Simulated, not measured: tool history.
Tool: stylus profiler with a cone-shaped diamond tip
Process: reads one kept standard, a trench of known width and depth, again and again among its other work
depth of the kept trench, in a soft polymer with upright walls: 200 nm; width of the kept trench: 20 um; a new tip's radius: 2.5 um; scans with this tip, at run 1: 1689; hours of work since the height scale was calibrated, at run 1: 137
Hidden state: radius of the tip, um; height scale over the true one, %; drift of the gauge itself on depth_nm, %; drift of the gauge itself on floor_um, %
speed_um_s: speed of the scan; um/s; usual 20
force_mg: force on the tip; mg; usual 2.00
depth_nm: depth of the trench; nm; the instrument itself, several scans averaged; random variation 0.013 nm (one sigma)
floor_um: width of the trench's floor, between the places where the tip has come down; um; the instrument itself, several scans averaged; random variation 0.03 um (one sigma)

| run | hour | speed_um_s | force_mg | scans with this tip | hours of work since the height scale was calibrated | depth_nm | floor_um |
|---|---|---|---|---|---|---|---|
| 1 | 0.0 | 20 | 2.00 | 1689 | 137 | 202.77 | 17.80 |
| 2 | 23.8 | 20 | 2.00 | 1896 | 154 | 202.77 | 17.79 |
| 3 | 50.0 | 20 | 2.00 | 2123 | 172 | 202.81 | 17.77 |
| 4 | 76.8 | 20 | 2.00 | 2355 | 191 | 202.78 | 17.77 |
| 5 | 93.4 | 20 | 0.94 | 2500 | 203 | 201.75 | 17.73 |
| 6 | 118.1 | 20 | 2.00 | 2715 | 220 | 202.80 | 17.71 |
| 7 | 142.9 | 20 | 2.00 | 2930 | 238 | 202.80 | 17.74 |
| 8 | 171.5 | 20 | 2.00 | 3178 | 258 | 202.81 | 17.66 |
| 9 | 197.6 | 20 | 2.00 | 3405 | 277 | 202.82 | 17.65 |
| 10 | 223.3 | 20 | 2.42 | 3628 | 295 | 203.14 | 17.62 |
| 11 | 237.0 | 20 | 2.42 | 3747 | 304 | 203.18 | 17.64 |
| 12 | 257.3 | 20 | 2.42 | 3923 | 319 | 203.20 | 17.65 |
| 13 | 277.8 | 20 | 2.42 | 4101 | 333 | 203.19 | 17.61 |
| 14 | 294.3 | 20 | 2.00 | 4244 | 345 | 202.82 | 17.56 |
| 15 | 308.4 | 20 | 2.00 | 4367 | 355 | 202.82 | 17.60 |
| 16 | 321.6 | 20 | 2.00 | 4482 | 364 | 202.84 | 17.52 |
| 17 | 337.1 | 20 | 1.81 | 4616 | 375 | 202.65 | 17.58 |
| 18 | 359.7 | 20 | 3.69 | 4812 | 391 | 204.16 | 17.61 |
| 19 | 388.5 | 20 | 2.00 | 5063 | 411 | 202.85 | 17.51 |
| 20 | 413.2 | 20 | 2.00 | 5277 | 429 | 202.85 | 17.47 |
| 21 | 429.3 | 12 | 2.91 | 5416 | 440 | 203.62 | 17.54 |
| 22 | 451.7 | 12 | 2.91 | 5611 | 456 | 203.61 | 17.50 |
|  | 454.7 | height scale calibrated on a step standard |
| 23 | 467.7 | 17 | 5.65 | 5746 | 9 | 205.53 | 17.48 |
| 24 | 487.6 | 20 | 3.89 | 5919 | 23 | 204.40 | 17.46 |
| 25 | 502.2 | 20 | 1.23 | 6045 | 34 | 202.16 | 17.45 |
| 26 | 517.1 | 14 | 1.45 | 6174 | 44 | 202.40 | 17.43 |
| 27 | 530.7 | 60 | 2.89 | 6293 | 54 | 203.68 | 17.37 |
| 28 | 552.6 | 26 | 3.04 | 6483 | 69 | 203.76 | 17.35 |
| 29 | 580.7 | 48 | 0.70 | 6727 | 89 | 201.59 | 17.24 |
|  | 593.2 | height scale calibrated on a step standard, once more |
| 30 | 608.5 | 48 | 0.70 | 6964 | 11 | 201.28 | 17.22 |
| 31 | 624.8 | 20 | 1.18 | 7106 | 22 | 201.83 | 17.36 |
| 32 | 636.7 | 11 | 4.05 | 7209 | 31 | 204.18 | 17.33 |
| 33 | 660.9 | 8 | 4.05 | 7419 | 48 | 204.22 | 17.35 |
| 34 | 683.6 | 68 | 2.00 | 7616 | 64 | 202.61 | 17.19 |
| 35 | 712.7 | 53 | 2.64 | 7869 | 84 | 203.14 | 17.21 |
| 36 | 727.9 | 22 | 3.40 | 8001 | 95 | 203.76 | 17.28 |
| 37 | 751.0 | 9 | 2.00 | 8201 | 111 | 202.63 | 17.31 |
| 38 | 779.0 | 16 | 1.14 | 8444 | 131 | 201.81 | 17.23 |
| 39 | 804.9 | 24 | 2.54 | 8669 | 149 | 203.09 | 17.24 |

Hidden state at the last listed run before each entry between runs and at the first one after, where it differs:
Between runs 22 and 23: height scale calibrated on a step standard (hour 454.7)
  radius of the tip, um: 3.93 -> 3.97; height scale over the true one, %: 0.116 -> 0.131
  measured less the result without the state, depth_nm: +0.23 -> +0.27 nm; floor_um: -0.52 -> -0.52 um
Between runs 29 and 30: height scale calibrated on a step standard, once more (hour 593.2)
  radius of the tip, um: 4.23 -> 4.29; height scale over the true one, %: 0.142 -> -0.017
  measured less the result without the state, depth_nm: +0.28 -> -0.04 nm; floor_um: -0.61 -> -0.63 um

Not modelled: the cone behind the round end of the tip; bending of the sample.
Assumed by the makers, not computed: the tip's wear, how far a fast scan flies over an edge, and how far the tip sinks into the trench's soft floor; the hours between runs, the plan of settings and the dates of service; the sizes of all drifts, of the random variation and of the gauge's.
